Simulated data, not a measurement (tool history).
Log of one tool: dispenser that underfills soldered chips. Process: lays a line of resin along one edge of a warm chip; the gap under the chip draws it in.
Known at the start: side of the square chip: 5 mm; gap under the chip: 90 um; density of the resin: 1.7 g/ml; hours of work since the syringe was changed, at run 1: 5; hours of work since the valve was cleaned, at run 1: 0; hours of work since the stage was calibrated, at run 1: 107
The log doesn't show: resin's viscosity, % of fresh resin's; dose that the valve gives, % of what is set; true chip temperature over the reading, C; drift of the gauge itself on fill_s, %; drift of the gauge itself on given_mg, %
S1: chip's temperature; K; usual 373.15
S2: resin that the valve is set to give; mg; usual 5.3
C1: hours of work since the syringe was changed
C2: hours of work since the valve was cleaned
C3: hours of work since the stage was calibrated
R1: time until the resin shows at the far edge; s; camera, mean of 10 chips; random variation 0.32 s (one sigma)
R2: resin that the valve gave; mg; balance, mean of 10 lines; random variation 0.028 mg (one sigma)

Run 1, hour 0: usual settings; C1 5; C2 0; C3 107. Result: R1 18 s, R2 5.27 mg.
At hour 1.1: new syringe of resin.
At hour 10.6: new syringe of resin.
Run 2, hour 10.6: usual settings but S2 4.57 mg; C1 0; C2 6; C3 113. Result: R1 12.2 s, R2 4.51 mg.
At hour 20: new syringe of resin.
Run 3, hour 25.9: usual settings; C1 4; C2 15; C3 122. Result: R1 15.9 s, R2 5.24 mg.
At hour 29.8: new syringe of resin.
At hour 39.2: new syringe of resin.
Run 4, hour 43.1: usual settings but S1 386.15 K; C1 2; C2 25; C3 132. Result: R1 7.8 s, R2 5.14 mg.
At hour 50.1: new syringe of resin.
At hour 60.2: new syringe of resin.
Run 5, hour 60.8: usual settings but S1 365.15 K; C1 0; C2 35; C3 142. Result: R1 16.4 s, R2 5.09 mg.
At hour 70: new syringe of resin.
Run 6, hour 70.8: usual settings; C1 1; C2 41; C3 148. Result: R1 12.1 s, R2 5.07 mg.
At hour 79.8: new syringe of resin.
Run 7, hour 88.3: usual settings; C1 5; C2 52; C3 159. Result: R1 18.1 s, R2 5.06 mg.
At hour 89.7: new syringe of resin.
At hour 99.7: new syringe of resin.
Run 8, hour 101.8: usual settings but S2 5.68 mg; C1 1; C2 59; C3 166. Result: R1 11.9 s, R2 5.38 mg.
At hour 109.3: new syringe of resin.
Run 9, hour 111.5: usual settings but S2 5.68 mg; C1 1; C2 65; C3 172. Result: R1 12.6 s, R2 5.3 mg.
At hour 119: new syringe of resin.
At hour 122.6: dispensing valve cleaned and set on the balance.
Run 10, hour 122.9: usual settings but S2 5.68 mg; C1 2; C2 0; C3 178. Result: R1 12.8 s, R2 5.68 mg.
At hour 129.6: new syringe of resin.
Run 11, hour 136.7: usual settings but S2 5.68 mg; C1 4; C2 8; C3 186. Result: R1 15.4 s, R2 5.66 mg.
At hour 140.2: new syringe of resin.
Run 12, hour 146.5: usual settings but S2 5.68 mg; C1 4; C2 14; C3 192. Result: R1 15.5 s, R2 5.58 mg.
At hour 149.5: new syringe of resin.
Run 13, hour 158.2: usual settings but S1 385.15 K, S2 4.65 mg; C1 5; C2 21; C3 199. Result: R1 11.4 s, R2 4.56 mg.
At hour 159.7: new syringe of resin.
Run 14, hour 167.5: usual settings but S1 380.15 K, S2 4.63 mg; C1 5; C2 26; C3 204. Result: R1 13.7 s, R2 4.51 mg.
At hour 169.2: new syringe of resin.
At hour 179.1: new syringe of resin.
Run 15, hour 184.6: usual settings but S2 6.48 mg; C1 3; C2 36; C3 214. Result: R1 14.1 s, R2 6.24 mg.
At hour 188.7: new syringe of resin.
Run 16, hour 197.2: usual settings but S1 360.15 K, S2 4.87 mg; C1 5; C2 44; C3 221. Result: R1 32.9 s, R2 4.71 mg.
At hour 198.6: new syringe of resin.
At hour 208.8: new syringe of resin.
Run 17, hour 215: usual settings but S1 360.15 K, S2 4.87 mg; C1 4; C2 54; C3 232. Result: R1 28.9 s, R2 4.62 mg.
At hour 218.4: new syringe of resin.
Run 18, hour 224.7: usual settings but S1 368.15 K, S2 4.8 mg; C1 4; C2 60; C3 237. Result: R1 21.2 s, R2 4.51 mg.
At hour 228.6: new syringe of resin.
At hour 237.9: new syringe of resin.
Run 19, hour 242: usual settings but S1 380.15 K, S2 5.4 mg; C1 2; C2 70; C3 248. Result: R1 10.2 s, R2 5 mg.
At hour 244.9: dispensing valve cleaned and set on the balance.
At hour 248.7: new syringe of resin.
Run 20, hour 257.3: usual settings but S1 364.15 K, S2 5.92 mg; C1 5; C2 7; C3 256. Result: R1 26.1 s, R2 5.87 mg.

3 ways to go on from here, each from the tool as it stands after run 20. What would each give?
At hour 258.7: new syringe of resin.
At hour 269: new syringe of resin.
Run A, hour 274.3: usual settings but S2 5.92 mg; C1 3; C2 17; C3 266. Result: R1 ?, R2 ?.
At hour 258.7: new syringe of resin.
At hour 269: new syringe of resin.
Run B, hour 274.3: usual settings but S1 377.15 K, S2 5.36 mg; C1 3; C2 17; C3 266. Result: R1 ?, R2 ?.
At hour 258.7: new syringe of resin.
At hour 269: new syringe of resin.
Run C, hour 274.3: usual settings but S2 5.76 mg; C1 3; C2 17; C3 266. Result: R1 ?, R2 ?.

run    R1    R2
  A  14.3  5.78
  B  12.9  5.27
  C  13.8  5.71
Without the tool's hidden state the same runs would have given:
run    R1    R2
  A  11.6  5.89
  B  10.5  5.37
  C  11.1  5.81
